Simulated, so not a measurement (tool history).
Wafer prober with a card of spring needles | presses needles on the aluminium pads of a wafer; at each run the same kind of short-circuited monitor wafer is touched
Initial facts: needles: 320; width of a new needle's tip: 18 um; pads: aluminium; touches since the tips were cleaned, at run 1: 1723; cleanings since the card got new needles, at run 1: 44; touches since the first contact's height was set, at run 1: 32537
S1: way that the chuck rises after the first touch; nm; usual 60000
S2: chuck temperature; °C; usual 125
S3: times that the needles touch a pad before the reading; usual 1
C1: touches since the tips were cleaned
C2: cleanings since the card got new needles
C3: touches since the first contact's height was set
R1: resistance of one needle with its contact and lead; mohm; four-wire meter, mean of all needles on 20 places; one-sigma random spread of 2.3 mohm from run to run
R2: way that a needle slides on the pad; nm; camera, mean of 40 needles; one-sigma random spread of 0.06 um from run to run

run 1 hour=0 | S1=60000 S2=125 S3=1 | C1=1723 C2=44 C3=32537 | R1=258 R2=9550
-- hour=5.3 tips cleaned on abrasive film
run 2 hour=5.4 | S1=60000 S2=125 S3=1 | C1=40 C2=45 C3=34506 | R1=258 R2=9390
-- hour=15.7 tips cleaned on abrasive film
run 3 hour=18.5 | S1=60000 S2=125 S3=2 | C1=1033 C2=46 C3=39331 | R1=258 R2=9450
run 4 hour=24.5 | S1=60000 S2=125 S3=2 | C1=3242 C2=46 C3=41540 | R1=257 R2=9450
-- hour=25.7 tips cleaned on abrasive film
run 5 hour=34 | S1=60000 S2=125 S3=1 | C1=3107 C2=47 C3=45052 | R1=263 R2=9470
-- hour=35.9 tips cleaned on abrasive film
run 6 hour=41.4 | S1=60000 S2=31 S3=1 | C1=2008 C2=48 C3=47732 | R1=235 R2=9450
-- hour=46 tips cleaned on abrasive film
run 7 hour=47.5 | S1=60000 S2=31 S3=1 | C1=534 C2=49 C3=49957 | R1=233 R2=9450
-- hour=56.1 tips cleaned on abrasive film
run 8 hour=56.2 | S1=60000 S2=31 S3=1 | C1=42 C2=50 C3=53150 | R1=230 R2=9650
run 9 hour=62.1 | S1=60000 S2=31 S3=1 | C1=2262 C2=50 C3=55370 | R1=235 R2=9560
-- hour=66.2 tips cleaned on abrasive film
run 10 hour=71.5 | S1=60000 S2=31 S3=1 | C1=1975 C2=51 C3=58812 | R1=233 R2=9480
-- hour=76.3 tips cleaned on abrasive film
run 11 hour=80 | S1=60000 S2=31 S3=1 | C1=1342 C2=52 C3=61904 | R1=227 R2=9410
-- hour=86.6 tips cleaned on abrasive film
run 12 hour=86.9 | S1=60000 S2=31 S3=1 | C1=129 C2=53 C3=64450 | R1=231 R2=9480
-- hour=96.7 tips cleaned on abrasive film
run 13 hour=97.8 | S1=60000 S2=31 S3=1 | C1=374 C2=54 C3=68428 | R1=229 R2=9520
-- hour=106.4 tips cleaned on abrasive film
run 14 hour=106.9 | S1=60000 S2=125 S3=1 | C1=182 C2=55 C3=71789 | R1=257 R2=9460
run 15 hour=112.6 | S1=60000 S2=125 S3=1 | C1=2303 C2=55 C3=73910 | R1=258 R2=9460
-- hour=116.5 tips cleaned on abrasive film
run 16 hour=123.4 | S1=60000 S2=125 S3=1 | C1=2565 C2=56 C3=77859 | R1=258 R2=9540
-- hour=126.7 tips cleaned on abrasive film
run 17 hour=130.3 | S1=42000 S2=39 S3=2 | C1=1318 C2=57 C3=80376 | R1=249 R2=6690
run 18 hour=135.5 | S1=42000 S2=39 S3=2 | C1=3267 C2=57 C3=82325 | R1=243 R2=6640
-- hour=136.4 tips cleaned on abrasive film
run 19 hour=144.7 | S1=42000 S2=91 S3=2 | C1=3090 C2=58 C3=85712 | R1=259 R2=6630
-- hour=146.3 tips cleaned on abrasive film
run 20 hour=155.2 | S1=42000 S2=91 S3=2 | C1=3310 C2=59 C3=89566 | R1=264 R2=6630
-- hour=156.2 tips cleaned on abrasive film
run 21 hour=160.8 | S1=74000 S2=55 S3=3 | C1=1736 C2=60 C3=91608 | R1=233 R2=11640
-- hour=166.3 tips cleaned on abrasive film
run 22 hour=171.8 | S1=75000 S2=55 S3=1 | C1=2070 C2=61 C3=95655 | R1=236 R2=11840
-- hour=175.9 tips cleaned on abrasive film
run 23 hour=179.5 | S1=75000 S2=36 S3=3 | C1=1336 C2=62 C3=98453 | R1=230 R2=11910
-- hour=185.7 tips cleaned on abrasive film
run 24 hour=186.4 | S1=75000 S2=36 S3=3 | C1=248 C2=63 C3=100971 | R1=229 R2=11870
-- hour=196.3 tips cleaned on abrasive film
run 25 hour=199.3 | S1=61000 S2=36 S3=3 | C1=1123 C2=64 C3=105728 | R1=237 R2=9570
-- hour=206.1 tips cleaned on abrasive film
run 26 hour=210.3 | S1=70000 S2=36 S3=3 | C1=1550 C2=65 C3=109770 | R1=231 R2=10960
-- hour=216.1 tips cleaned on abrasive film
run 27 hour=218.5 | S1=70000 S2=36 S3=3 | C1=903 C2=66 C3=112793 | R1=229 R2=11080
run 28 hour=224.6 | S1=70000 S2=87 S3=3 | C1=3142 C2=66 C3=115032 | R1=245 R2=11010
-- hour=226.2 tips cleaned on abrasive film
run 29 hour=230.7 | S1=76000 S2=125 S3=2 | C1=1658 C2=67 C3=117268 | R1=250 R2=11970
-- hour=236.1 tips cleaned on abrasive film
run 30 hour=237.4 | S1=76000 S2=75 S3=1 | C1=457 C2=68 C3=119698 | R1=237 R2=12100
-- hour=246.1 tips cleaned on abrasive film
run 31 hour=246.9 | S1=52000 S2=29 S3=2 | C1=324 C2=69 C3=123217 | R1=237 R2=8140
run 32 hour=254.9 | S1=60000 S2=58 S3=1 | C1=3258 C2=69 C3=126151 | R1=240 R2=9490

Entry by entry between the runs, the difference in hidden state between the last listed run before and the first listed run after:
Logged between run 1 and run 2: tips cleaned on abrasive film (hour 5.3)
  debris on the tips, nm: 0.3 -> 0
Logged between run 2 and run 3: tips cleaned on abrasive film (hour 15.7)
  debris on the tips, nm: 0 -> 0.2
Logged between run 4 and run 5: tips cleaned on abrasive film (hour 25.7)
  nothing in the hidden state changes from one run to the other
Logged between run 5 and run 6: tips cleaned on abrasive film (hour 35.9)
  debris on the tips, nm: 0.4 -> 0.3
Logged between run 6 and run 7: tips cleaned on abrasive film (hour 46)
  debris on the tips, nm: 0.3 -> 0.1; way that the needles fall short of the set height, um: 0 -> 0.01
Logged between run 7 and run 8: tips cleaned on abrasive film (hour 56.1)
  debris on the tips, nm: 0.1 -> 0
Logged between run 9 and run 10: tips cleaned on abrasive film (hour 66.2)
  nothing in the hidden state changes from one run to the other
Logged between run 10 and run 11: tips cleaned on abrasive film (hour 76.3)
  debris on the tips, nm: 0.3 -> 0.2
Logged between run 11 and run 12: tips cleaned on abrasive film (hour 86.6)
  debris on the tips, nm: 0.2 -> 0.1
Logged between run 12 and run 13: tips cleaned on abrasive film (hour 96.7)
  nothing in the hidden state changes from one run to the other
Logged between run 13 and run 14: tips cleaned on abrasive film (hour 106.4)
  nothing in the hidden state changes from one run to the other
Logged between run 15 and run 16: tips cleaned on abrasive film (hour 116.5)
  nothing in the hidden state changes from one run to the other
Logged between run 16 and run 17: tips cleaned on abrasive film (hour 126.7)
  debris on the tips, nm: 0.3 -> 0.2
Logged between run 18 and run 19: tips cleaned on abrasive film (hour 136.4)
  nothing in the hidden state changes from one run to the other
Logged between run 19 and run 20: tips cleaned on abrasive film (hour 146.3)
  nothing in the hidden state changes from one run to the other
Logged between run 20 and run 21: tips cleaned on abrasive film (hour 156.2)
  debris on the tips, nm: 0.4 -> 0.3
Logged between run 21 and run 22: tips cleaned on abrasive film (hour 166.3)
  nothing in the hidden state changes from one run to the other
Logged between run 22 and run 23: tips cleaned on abrasive film (hour 175.9)
  debris on the tips, nm: 0.3 -> 0.2
Logged between run 23 and run 24: tips cleaned on abrasive film (hour 185.7)
  debris on the tips, nm: 0.2 -> 0.1
Logged between run 24 and run 25: tips cleaned on abrasive film (hour 196.3)
  debris on the tips, nm: 0.1 -> 0.2
Logged between run 25 and run 26: tips cleaned on abrasive film (hour 206.1)
  nothing in the hidden state changes from one run to the other
Logged between run 26 and run 27: tips cleaned on abrasive film (hour 216.1)
  nothing in the hidden state changes from one run to the other
Logged between run 28 and run 29: tips cleaned on abrasive film (hour 226.2)
  debris on the tips, nm: 0.4 -> 0.2
Logged between run 29 and run 30: tips cleaned on abrasive film (hour 236.1)
  debris on the tips, nm: 0.2 -> 0.1
Logged between run 30 and run 31: tips cleaned on abrasive film (hour 246.1)
  nothing in the hidden state changes from one run to the other
